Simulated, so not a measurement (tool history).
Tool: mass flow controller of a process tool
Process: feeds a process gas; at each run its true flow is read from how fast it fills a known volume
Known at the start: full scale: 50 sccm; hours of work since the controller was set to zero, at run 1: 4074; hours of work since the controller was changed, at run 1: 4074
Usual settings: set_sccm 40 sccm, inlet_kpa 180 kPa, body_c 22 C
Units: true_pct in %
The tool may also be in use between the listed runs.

| run | hour | set_sccm | inlet_kpa | body_c | hours of work since the controller was set to zero | hours of work since the controller was changed | true_pct |
|---|---|---|---|---|---|---|---|
| 1 | 0.0 | 40 | 180 | 22 | 4074 | 4074 | 99.41 |
| 2 | 197.3 | 40 | 180 | 35 | 4185 | 4185 | 98.89 |
| 3 | 384.2 | 40 | 180 | 35 | 4290 | 4290 | 98.85 |
| 4 | 561.0 | 19 | 180 | 22 | 4390 | 4390 | 97.90 |
| 5 | 708.0 | 19 | 180 | 22 | 4473 | 4473 | 97.88 |
| 6 | 908.7 | 40 | 180 | 22 | 4586 | 4586 | 98.88 |
| 7 | 1031.9 | 40 | 180 | 22 | 4655 | 4655 | 98.82 |
| 8 | 1131.1 | 40 | 180 | 22 | 4711 | 4711 | 98.70 |
| 9 | 1228.4 | 40 | 180 | 22 | 4766 | 4766 | 98.64 |
| 10 | 1434.8 | 40 | 180 | 22 | 4882 | 4882 | 98.61 |
| 11 | 1578.5 | 40 | 180 | 22 | 4963 | 4963 | 98.49 |
| 12 | 1680.6 | 40 | 144 | 22 | 5020 | 5020 | 98.08 |
| 13 | 1785.7 | 40 | 180 | 22 | 5079 | 5079 | 98.34 |
| 14 | 1930.3 | 40 | 180 | 22 | 5161 | 5161 | 98.34 |
| 15 | 2077.5 | 40 | 180 | 22 | 5243 | 5243 | 98.19 |
| 16 | 2252.2 | 40 | 180 | 22 | 5342 | 5342 | 98.03 |
| 17 | 2457.4 | 40 | 180 | 22 | 5457 | 5457 | 97.99 |
| 18 | 2579.3 | 9 | 180 | 22 | 5526 | 5526 | 96.09 |
| 19 | 2702.1 | 9 | 180 | 25 | 5595 | 5595 | 95.98 |
| 20 | 2901.1 | 9 | 180 | 25 | 5707 | 5707 | 95.88 |
| 21 | 3104.6 | 9 | 180 | 25 | 5821 | 5821 | 95.70 |
| 22 | 3302.1 | 35 | 180 | 22 | 5933 | 5933 | 97.24 |
| 23 | 3470.9 | 35 | 180 | 22 | 6028 | 6028 | 97.09 |
| 24 | 3650.1 | 35 | 180 | 31 | 6128 | 6128 | 96.72 |
| 25 | 3846.8 | 23 | 266 | 31 | 6239 | 6239 | 96.57 |
| 26 | 3971.4 | 40 | 186 | 26 | 6309 | 6309 | 96.86 |
|  | 4156.3 | gauge calibrated |
| 27 | 4163.8 | 27 | 261 | 34 | 6417 | 6417 | 98.84 |
| 28 | 4266.2 | 27 | 261 | 34 | 6475 | 6475 | 98.75 |
| 29 | 4356.8 | 40 | 194 | 33 | 6526 | 6526 | 99.04 |
| 30 | 4455.2 | 15 | 166 | 25 | 6581 | 6581 | 97.59 |
| 31 | 4619.6 | 45 | 162 | 35 | 6674 | 6674 | 98.93 |
| 32 | 4771.9 | 45 | 162 | 35 | 6760 | 6760 | 98.88 |
| 33 | 4925.7 | 45 | 162 | 35 | 6846 | 6846 | 98.71 |
| 34 | 5063.0 | 49 | 196 | 30 | 6923 | 6923 | 99.25 |
| 35 | 5161.5 | 49 | 196 | 30 | 6979 | 6979 | 99.11 |
| 36 | 5341.3 | 49 | 196 | 30 | 7080 | 7080 | 98.99 |
| 37 | 5434.8 | 23 | 182 | 22 | 7133 | 7133 | 97.76 |
| 38 | 5625.0 | 10 | 180 | 22 | 7240 | 7240 | 96.79 |
| 39 | 5770.0 | 9 | 153 | 22 | 7321 | 7321 | 96.42 |
| 40 | 5974.4 | 10 | 183 | 27 | 7436 | 7436 | 96.47 |
| 41 | 6131.5 | 15 | 180 | 40 | 7525 | 7525 | 96.45 |
|  | 6206.0 | controller exchanged for a calibrated one |
| 42 | 6256.7 | 15 | 180 | 40 | 29 | 29 | 96.29 |
| 43 | 6442.3 | 15 | 180 | 21 | 133 | 133 | 96.68 |
| 44 | 6607.0 | 26 | 153 | 39 | 226 | 226 | 96.48 |
| 45 | 6698.4 | 22 | 180 | 22 | 277 | 277 | 96.85 |
| 46 | 6906.4 | 45 | 158 | 39 | 394 | 394 | 97.43 |
| 47 | 6993.0 | 45 | 158 | 26 | 443 | 443 | 97.70 |

3 ways to go on from here, each from the tool as it stands after run 47. What would each give?
| A | 7104.0 | 17 | 180 | 32 | 505 | 505 | ? |
| B | 7104.0 | 40 | 180 | 23 | 505 | 505 | ? |
| C | 7104.0 | 20 | 158 | 26 | 505 | 505 | ? |

| run | true_pct |
|---|---|
| A | 96.09 |
| B | 97.60 |
| C | 96.34 |
Without the tool's hidden state the same runs would have given:
| run | true_pct |
|---|---|
| A | 97.79 |
| B | 99.32 |
| C | 98.04 |
